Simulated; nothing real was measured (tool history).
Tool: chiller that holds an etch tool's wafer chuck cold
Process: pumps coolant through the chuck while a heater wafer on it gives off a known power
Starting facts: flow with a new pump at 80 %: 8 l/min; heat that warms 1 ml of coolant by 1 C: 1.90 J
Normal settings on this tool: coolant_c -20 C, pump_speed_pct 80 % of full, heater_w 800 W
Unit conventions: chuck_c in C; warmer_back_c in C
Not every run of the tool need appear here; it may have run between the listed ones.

run   hour  coolant_c  pump_speed_pct  heater_w  chuck_c  warmer_back_c
  1      0        -20              80       800    -14.3           3.18
  2   48.1        -20              80       800   -14.24           3.15
  3   70.8        -20              80       800   -14.33            3.2
  4   97.3        -20              80       800    -14.3           3.16
  5  119.6        -20              80       800   -14.32           3.15
  6  142.6        -20              80       800   -14.28           3.16
  7    181        -20              80       800   -14.37           3.18
  8  203.6        -20              85       800   -14.59           2.99
  9  240.6        -20              96       560    -16.6           1.86
 10  263.6        -20              80      1136   -11.87           4.51
 11  293.9        -20              80      1136   -11.89            4.5

Forecast each of these 5 alternatives for the next run:
  A  344.5        -29              88       568        ?              ?
  B  344.5        -13              66       491        ?              ?
  C  344.5        -25              96       783        ?              ?
  D  344.5        -20              65       921        ?              ?
  E  344.5        -20              80       675        ?              ?

run  chuck_c  warmer_back_c
  A    -25.3            2.1
  B    -8.86           2.36
  C   -20.28           2.61
  D   -12.06           4.47
  E   -15.24           2.71
The same runs, with their run-to-run variation unchanged, on a tool lacking any hidden condition would have given:
run  chuck_c  warmer_back_c
  A   -25.27           2.09
  B    -8.85           2.35
  C   -20.29            2.6
  D   -12.19           4.45
  E   -15.25            2.7

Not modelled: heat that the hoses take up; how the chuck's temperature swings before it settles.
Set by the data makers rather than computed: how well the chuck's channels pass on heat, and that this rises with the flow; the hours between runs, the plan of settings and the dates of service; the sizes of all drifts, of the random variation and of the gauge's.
